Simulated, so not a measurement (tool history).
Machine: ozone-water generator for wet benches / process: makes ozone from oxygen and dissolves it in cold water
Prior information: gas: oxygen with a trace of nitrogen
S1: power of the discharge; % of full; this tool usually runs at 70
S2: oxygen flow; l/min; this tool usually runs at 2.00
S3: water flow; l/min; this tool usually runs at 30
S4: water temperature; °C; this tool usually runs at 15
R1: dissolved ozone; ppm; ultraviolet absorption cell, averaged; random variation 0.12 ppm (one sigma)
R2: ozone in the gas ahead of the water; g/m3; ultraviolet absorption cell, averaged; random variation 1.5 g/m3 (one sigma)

run	hour	S1	S2	S3	S4	R1	R2
1	0.0	70	2.00	30	15	10.3	272.2
2	27.2	70	2.00	30	15	10.2	271.0
3	67.6	70	2.00	30	15	10.1	270.9
4	95.4	70	2.00	30	15	10.3	271.6
5	139.1	70	2.00	30	15	10.1	272.6
6	166.8	70	2.00	26	15	11.7	268.6
# hour 172.7: water thermometer calibrated
7	194.9	70	2.00	30	15	10.2	271.3
8	224.6	70	2.00	30	15	10.1	269.3
9	266.8	70	2.00	37	15	8.1	270.3
10	297.1	70	2.00	37	15	8.1	267.6
11	333.6	70	2.00	30	15	10.0	272.5
12	355.5	70	1.15	30	15	8.7	387.8
13	390.2	70	1.15	30	15	8.8	384.4
14	421.1	41	3.21	30	15	8.6	152.8
15	461.9	41	1.25	36	22	5.6	280.3
16	487.4	41	3.58	30	12	8.6	141.4
17	520.1	41	3.58	30	12	8.7	141.6
18	542.5	41	3.58	30	12	8.7	141.6
19	588.3	48	2.00	36	10	6.9	222.8
20	629.2	48	3.47	40	23	6.6	157.9
21	649.9	48	3.47	40	23	6.6	156.1
22	695.5	48	3.47	40	23	6.4	154.6
23	723.6	48	3.47	40	23	6.4	156.3
24	752.9	75	2.00	30	15	10.3	276.9
25	788.6	74	3.39	31	14	11.1	195.1
26	808.6	51	2.00	30	11	8.5	228.6

Branching from run 26: 4 alternative next runs. What would each branch give?
A	831.7	51	2.00	30	10	?	?
B	831.7	70	2.00	28	8	?	?
C	831.7	79	2.00	21	16	?	?
D	831.7	51	1.23	22	23	?	?

run	R1	R2
A	9.0	224.7
B	11.1	268.4
C	15.2	284.1
D	10.2	310.1
Stripped of hidden state, with their random variation kept, the same runs would have yielded:
run	R1	R2
A	9.5	231.2
B	11.8	277.6
C	16.2	294.5
D	10.7	319.1
